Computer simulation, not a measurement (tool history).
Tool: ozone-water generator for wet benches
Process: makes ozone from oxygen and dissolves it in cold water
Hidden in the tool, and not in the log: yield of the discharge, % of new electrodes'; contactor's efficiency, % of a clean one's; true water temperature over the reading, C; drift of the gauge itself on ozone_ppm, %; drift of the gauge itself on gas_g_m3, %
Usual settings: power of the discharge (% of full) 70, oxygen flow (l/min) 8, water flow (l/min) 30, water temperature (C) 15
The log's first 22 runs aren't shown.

run     day  power of the discharge (% of full)  oxygen flow (l/min)  water flow (l/min)  water temperature (C)  hours of work since the electrodes were changed  hours of work since the contactor was cleaned  hours of work since the thermometer was calibrated  dissolved ozone (ppm)  ozone in the gas ahead of the water (g/m3)
     39.483  -- water thermometer calibrated
 23  41.421                                  93                 6.46                  30                     11                                             2015                                           2473                                                  38                   14.6                                       181.5
 24  43.525                                  70                 5.28                  23                      9                                             2056                                           2514                                                  78                   15.6                                       170.9
      44.65  -- water thermometer calibrated, once more
     45.638  -- contactor cleaned
 25  45.638                                  69                 5.28                  23                      9                                             2093                                              0                                                  16                   16.7                                       167.8
 26  47.517                                  69                 5.54                  23                     22                                             2130                                             36                                                  52                   14.3                                       163.9
 27  49.554                                  69                11.82                  23                     22                                             2169                                             76                                                  92                   12.5                                       103.5
 28  51.117                                  66                10.61                  46                     23                                             2200                                            106                                                 122                    7.8                                       107.9
 29  52.121                                  43                    8                  30                     10                                             2219                                            126                                                 142                    9.7                                        99.3
 30  53.354                                  56                 7.23                  19                     17                                             2243                                            150                                                 166                   14.7                                       121.6
 31  54.554                                  56                 7.23                  19                     17                                             2266                                            173                                                 189                   14.7                                       121.7
 32  56.421                                  68                 6.39                  36                     19                                             2303                                            209                                                 225                    9.9                                       148.1

3 ways to go on from here, each from the tool as it stands after run 32. What would each give?
  A  58.092                                  54                 6.39                  45                     12                                             2335                                            242                                                 258                      ?                                           ?
  B  58.092                                  75                    8                  38                     15                                             2335                                            242                                                 258                      ?                                           ?
  C  58.092                                  70                    8                  22                     15                                             2335                                            242                                                 258                      ?                                           ?

run  dissolved ozone (ppm)  ozone in the gas ahead of the water (g/m3)
  A                    7.7                                       128.7
  B                   10.7                                       135.5
  C                   15.5                                       128.7
Without the tool's hidden state the same runs would have given:
run  dissolved ozone (ppm)  ozone in the gas ahead of the water (g/m3)
  A                    8.6                                         144
  B                   12.5                                         156
  C                   17.9                                       147.5
